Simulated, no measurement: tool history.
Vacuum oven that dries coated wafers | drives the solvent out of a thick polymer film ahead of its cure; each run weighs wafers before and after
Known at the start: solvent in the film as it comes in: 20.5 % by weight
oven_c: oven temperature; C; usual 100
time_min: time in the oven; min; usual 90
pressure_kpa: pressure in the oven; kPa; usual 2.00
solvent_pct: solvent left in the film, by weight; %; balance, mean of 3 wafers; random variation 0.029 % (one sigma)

run     day  oven_c  time_min  pressure_kpa  solvent_pct
  1   0.000     100        90          2.00         2.47
  2   0.692     100        90          1.67         2.25
  3   1.354      88        90          2.00         5.46
  4   2.071      88        70          2.00         6.78
  5   2.462      88        70          2.00         6.72
  6   2.879     100       154          2.00         1.44
  7   3.725     100       154          2.00         1.39
  8   4.288     109        90          2.00         1.19
  9   4.800     109        90          2.00         1.22
 10   5.217     109        90          2.00         1.26
 11   5.683     109        90          2.00         1.23
 12   6.117      93        90          2.00         4.05
 13   6.717     110        90          2.00         1.16
 14   7.375     110        90          2.00         1.15
 15   7.879     100        90          2.00         2.57
 16   8.746     100        90          2.00         2.44
 17   9.208     100        53          2.00         4.85
 18   9.562     100        53          2.00         4.85
 19  10.271     100        53          2.00         4.85
 20  10.971     113        90          2.00         0.95
 21  11.333     100        90          2.00         2.54
 22  11.908     100        96          2.00         2.33
 23  12.300     100        96          2.00         2.29
 24  12.767     104        81          2.43         2.36
 25  13.275      93       152          2.32         2.56
 26  14.008      93       123          1.29         2.35
 27  14.617      92       123          7.22         6.77
 28  15.333     100       125          7.76         4.94
 29  15.842     100       125          7.76         4.98
 30  16.217     100        49          7.76         7.89
 31  17.046     100        49          7.76         7.99
 32  17.425     100        49          7.76         8.02
 33  18.104     100        49          7.76         7.93
 34  18.554     100        49          7.76         7.98
 35  19.104     100        92          2.00         2.47
 36  19.596     105        90          5.41         3.36
 37  20.383     100        93          2.32         2.70
 38  20.975     110        93          2.32         1.32
 39  21.675     110        93          2.32         1.28
 40  22.275      92       118          1.03         2.61
 41  22.729     112       118          1.03         0.50
 42  23.342      97       118          2.29         2.41
 43  24.112      97       118          2.29         2.50
 44  24.504      98       130          2.00         1.99
 45  24.871      89        90          2.00         5.27
 46  25.700     111       150          2.00         0.84

Measured less the same run without the tool's hidden state. The same run-to-run variation is in both; the gauge's scatter may not be:
The hidden state here: true wafer temperature over the reading, C; true pressure over the reading, kPa; drift of the gauge itself on solvent_pct, %.
run  solvent_pct
  1        +0.14
  2        +0.14
  3        +0.24
  4        +0.25
  5        +0.26
  6        +0.09
  7        +0.09
  8        +0.08
  9        +0.08
 10        +0.09
 11        +0.09
 12        +0.24
 13        +0.09
 14        +0.09
 15        +0.19
 16        +0.19
 17        +0.27
 18        +0.27
 19        +0.28
 20        +0.08
 21        +0.21
 22        +0.20
 23        +0.20
 24        +0.19
 25        +0.21
 26        +0.24
 27        +0.38
 28        +0.27
 29        +0.27
 30        +0.38
 31        +0.40
 32        +0.40
 33        +0.40
 34        +0.41
 35        +0.24
 36        +0.24
 37        +0.26
 38        +0.13
 39        +0.14
 40        +0.31
 41        +0.07
 42        +0.26
 43        +0.27
 44        +0.22
 45        +0.44
 46        +0.08
